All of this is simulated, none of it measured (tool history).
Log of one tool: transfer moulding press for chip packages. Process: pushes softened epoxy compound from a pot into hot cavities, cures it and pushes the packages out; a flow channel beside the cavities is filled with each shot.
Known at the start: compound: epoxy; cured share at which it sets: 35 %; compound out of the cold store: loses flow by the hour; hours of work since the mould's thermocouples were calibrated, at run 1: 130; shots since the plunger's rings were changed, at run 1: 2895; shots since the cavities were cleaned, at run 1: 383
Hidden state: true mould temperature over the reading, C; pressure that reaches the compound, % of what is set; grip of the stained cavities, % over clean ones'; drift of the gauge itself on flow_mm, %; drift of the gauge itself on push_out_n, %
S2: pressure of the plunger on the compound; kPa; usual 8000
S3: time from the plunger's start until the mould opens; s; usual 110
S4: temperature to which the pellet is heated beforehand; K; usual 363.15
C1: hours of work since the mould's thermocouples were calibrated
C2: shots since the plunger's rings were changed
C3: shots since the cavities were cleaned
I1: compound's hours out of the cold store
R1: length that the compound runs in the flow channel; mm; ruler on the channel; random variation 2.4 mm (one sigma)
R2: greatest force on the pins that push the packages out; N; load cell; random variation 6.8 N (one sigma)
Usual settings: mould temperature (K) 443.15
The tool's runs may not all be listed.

run 1 hour=0 | mould_temperature_(K)=443.15 S2=8000 S3=110 S4=363.15 | C1=130 C2=2895 C3=383 | I1=10.1 | R1=684 R2=490
run 2 hour=35.5 | mould_temperature_(K)=443.15 S2=9200 S3=110 S4=363.15 | C1=151 C2=3242 C3=730 | I1=32.2 | R1=648 R2=531
-- hour=68.4 cavities cleaned with cleaning compound and waxed
run 3 hour=92.4 | mould_temperature_(K)=443.15 S2=9200 S3=110 S4=363.15 | C1=184 C2=3783 C3=234 | I1=32.1 | R1=643 R2=396
run 4 hour=128.2 | mould_temperature_(K)=443.15 S2=8000 S3=110 S4=363.15 | C1=205 C2=4134 C3=585 | I1=35.6 | R1=596 R2=505
-- hour=177.2 cavities cleaned with cleaning compound and waxed
run 5 hour=180.6 | mould_temperature_(K)=443.15 S2=8000 S3=110 S4=363.15 | C1=235 C2=4631 C3=33 | I1=14.9 | R1=656 R2=314
run 6 hour=214.2 | mould_temperature_(K)=443.15 S2=8420 S3=110 S4=363.15 | C1=255 C2=4959 C3=361 | I1=36.9 | R1=597 R2=430
-- hour=281.6 cavities cleaned with cleaning compound and waxed
run 7 hour=281.6 | mould_temperature_(K)=443.15 S2=8420 S3=110 S4=363.15 | C1=294 C2=5604 C3=0 | I1=32.8 | R1=607 R2=278
run 8 hour=330.9 | mould_temperature_(K)=443.15 S2=8000 S3=110 S4=371.15 | C1=323 C2=6085 C3=481 | I1=40.4 | R1=568 R2=486
-- hour=386.9 cavities cleaned with cleaning compound and waxed
run 9 hour=387.6 | mould_temperature_(K)=443.15 S2=8000 S3=110 S4=371.15 | C1=356 C2=6625 C3=7 | I1=42.3 | R1=557 R2=279
-- hour=418.5 plunger's sealing rings changed
run 10 hour=451.1 | mould_temperature_(K)=443.15 S2=8000 S3=110 S4=363.15 | C1=392 C2=318 C3=603 | I1=34.1 | R1=611 R2=505
-- hour=498.6 cavities cleaned with cleaning compound and waxed
run 11 hour=503.8 | mould_temperature_(K)=443.15 S2=8000 S3=110 S4=363.15 | C1=423 C2=819 C3=52 | I1=39.1 | R1=597 R2=308
run 12 hour=535.9 | mould_temperature_(K)=443.15 S2=8000 S3=110 S4=363.15 | C1=442 C2=1132 C3=365 | I1=47.5 | R1=570 R2=446
run 13 hour=599.8 | mould_temperature_(K)=443.15 S2=9180 S3=110 S4=363.15 | C1=480 C2=1757 C3=990 | I1=12.4 | R1=733 R2=548
-- hour=606.8 cavities cleaned with cleaning compound and waxed
run 14 hour=636.8 | mould_temperature_(K)=443.15 S2=8000 S3=111 S4=363.15 | C1=501 C2=2103 C3=293 | I1=8.9 | R1=697 R2=439
run 15 hour=677 | mould_temperature_(K)=441.15 S2=7000 S3=110 S4=369.15 | C1=524 C2=2496 C3=686 | I1=35 | R1=567 R2=546
-- hour=713.6 cavities cleaned with cleaning compound and waxed
run 16 hour=720.8 | mould_temperature_(K)=441.15 S2=7000 S3=110 S4=369.15 | C1=549 C2=2910 C3=71 | I1=32 | R1=571 R2=357
run 17 hour=761.4 | mould_temperature_(K)=449.15 S2=8000 S3=95 S4=363.15 | C1=574 C2=3306 C3=467 | I1=8.7 | R1=672 R2=483
run 18 hour=792.7 | mould_temperature_(K)=449.15 S2=8000 S3=95 S4=363.15 | C1=592 C2=3613 C3=774 | I1=10.1 | R1=666 R2=520
-- hour=821.9 cavities cleaned with cleaning compound and waxed
run 19 hour=826.2 | mould_temperature_(K)=448.15 S2=8000 S3=111 S4=363.15 | C1=611 C2=3925 C3=42 | I1=26.4 | R1=606 R2=276
run 20 hour=876.7 | mould_temperature_(K)=448.15 S2=8000 S3=111 S4=363.15 | C1=641 C2=4418 C3=535 | I1=21.7 | R1=620 R2=443
run 21 hour=908.6 | mould_temperature_(K)=443.15 S2=7910 S3=110 S4=364.15 | C1=660 C2=4730 C3=847 | I1=22.6 | R1=632 R2=545
-- hour=930.6 cavities cleaned with cleaning compound and waxed
run 22 hour=966 | mould_temperature_(K)=443.15 S2=6180 S3=110 S4=363.15 | C1=693 C2=5277 C3=346 | I1=10.3 | R1=593 R2=465
run 23 hour=1023.8 | mould_temperature_(K)=443.15 S2=6180 S3=110 S4=363.15 | C1=727 C2=5842 C3=911 | I1=35.6 | R1=515 R2=558

The next listed run, before its measurement:
-- hour=1038.3 cavities cleaned with cleaning compound and waxed
run 24 hour=1086.5 | mould_temperature_(K)=443.15 S2=8410 S3=110 S4=363.15 | C1=764 C2=6439 C3=471 | I1=47.3 | R1=? R2=?

R1: 564 mm
R2: 472 N
Without the tool's hidden state the same run would have given R1 588 mm, R2 256 N.

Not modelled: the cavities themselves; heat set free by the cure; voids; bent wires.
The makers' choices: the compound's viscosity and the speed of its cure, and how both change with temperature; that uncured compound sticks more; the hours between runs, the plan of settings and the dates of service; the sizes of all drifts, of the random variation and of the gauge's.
